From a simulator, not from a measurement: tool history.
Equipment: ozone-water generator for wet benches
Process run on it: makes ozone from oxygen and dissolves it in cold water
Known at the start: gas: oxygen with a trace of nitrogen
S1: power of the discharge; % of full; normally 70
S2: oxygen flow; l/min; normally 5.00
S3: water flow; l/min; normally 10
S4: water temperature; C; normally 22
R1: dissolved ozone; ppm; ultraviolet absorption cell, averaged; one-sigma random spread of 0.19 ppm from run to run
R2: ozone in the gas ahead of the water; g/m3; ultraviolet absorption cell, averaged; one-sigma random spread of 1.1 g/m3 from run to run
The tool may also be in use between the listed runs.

run,hour,S1,S2,S3,S4,R1,R2
1,0.0,70,5.00,10,22,25.9,176.5
2,86.7,70,5.00,10,22,25.7,179.7
3,146.3,70,5.00,10,22,25.5,177.4
4,244.0,70,5.00,10,22,25.3,175.3
5,356.6,70,5.00,10,22,25.6,174.0
6,473.6,48,5.00,10,22,17.9,125.0
7,562.7,48,5.00,10,22,18.3,124.6
8,646.5,70,5.00,10,22,25.0,172.8
9,700.9,70,5.00,10,22,24.5,171.5
10,809.7,70,5.00,10,22,24.9,172.0
11,882.3,64,3.61,10,16,26.9,191.4
12,1001.5,64,3.61,10,16,26.6,190.3
13,1067.9,64,3.61,10,16,26.6,191.2
14,1137.3,70,5.06,11,24,21.7,168.1
15,1200.4,70,5.06,11,24,22.0,166.8
16,1304.9,70,5.00,11,29,19.7,168.7
17,1406.1,75,3.76,10,20,27.9,212.2
18,1491.6,46,6.06,10,22,16.1,106.2

3 options for the next run, each taken on its own from the tool as it stands now. Forecast them:
A,1571.6,70,2.62,9,19,?,?
B,1571.6,70,4.95,13,16,?,?
C,1571.6,51,2.58,10,22,?,?

run,R1,R2
A,29.3,241.0
B,22.4,167.3
C,20.0,188.8
The same runs, with their run-to-run variation unchanged, on a tool lacking any hidden condition would have given:
run,R1,R2
A,34.2,268.4
B,26.3,186.4
C,22.7,204.1
